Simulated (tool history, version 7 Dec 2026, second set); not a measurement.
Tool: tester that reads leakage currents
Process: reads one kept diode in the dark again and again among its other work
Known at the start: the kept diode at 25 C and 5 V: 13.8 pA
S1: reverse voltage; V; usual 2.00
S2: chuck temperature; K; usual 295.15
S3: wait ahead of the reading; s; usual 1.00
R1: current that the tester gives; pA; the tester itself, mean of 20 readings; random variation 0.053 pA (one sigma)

run 1 hour=0.0 | S1=2.00 S2=295.15 S3=1.00 | R1=8.57
run 2 hour=34.5 | S1=2.00 S2=295.15 S3=1.00 | R1=8.52
run 3 hour=59.8 | S1=2.00 S2=295.15 S3=1.00 | R1=8.71
run 4 hour=90.6 | S1=2.00 S2=314.15 S3=1.00 | R1=40.11
run 5 hour=143.9 | S1=2.00 S2=295.15 S3=1.00 | R1=8.81
run 6 hour=176.9 | S1=2.00 S2=295.15 S3=1.00 | R1=8.83
run 7 hour=216.4 | S1=2.00 S2=295.15 S3=1.55 | R1=8.97
run 8 hour=269.4 | S1=14.03 S2=295.15 S3=3.18 | R1=35.90
run 9 hour=292.0 | S1=14.03 S2=305.15 S3=4.28 | R1=69.04
run 10 hour=332.8 | S1=11.08 S2=305.15 S3=4.25 | R1=59.52
run 11 hour=363.3 | S1=1.12 S2=295.15 S3=0.77 | R1=6.16
run 12 hour=403.7 | S1=2.00 S2=305.15 S3=2.93 | R1=19.78
run 13 hour=438.5 | S1=2.00 S2=305.15 S3=0.87 | R1=20.01
run 14 hour=488.7 | S1=5.41 S2=301.15 S3=6.07 | R1=28.21

4 ways to go on from here, each from the tool as it stands after run 14. What would each give?
run A hour=539.5 | S1=4.19 S2=301.15 S3=6.07 | R1=?
run B hour=539.5 | S1=5.41 S2=323.15 S3=6.07 | R1=?
run C hour=539.5 | S1=2.00 S2=297.15 S3=0.97 | R1=?
run D hour=539.5 | S1=1.83 S2=295.15 S3=1.00 | R1=?

run=A R1=24.02
run=B R1=156.99
run=C R1=11.04
run=D R1=8.88
Without the tool's hidden state the same runs would have given:
run=A R1=16.77
run=B R1=135.31
run=C R1=7.63
run=D R1=5.88
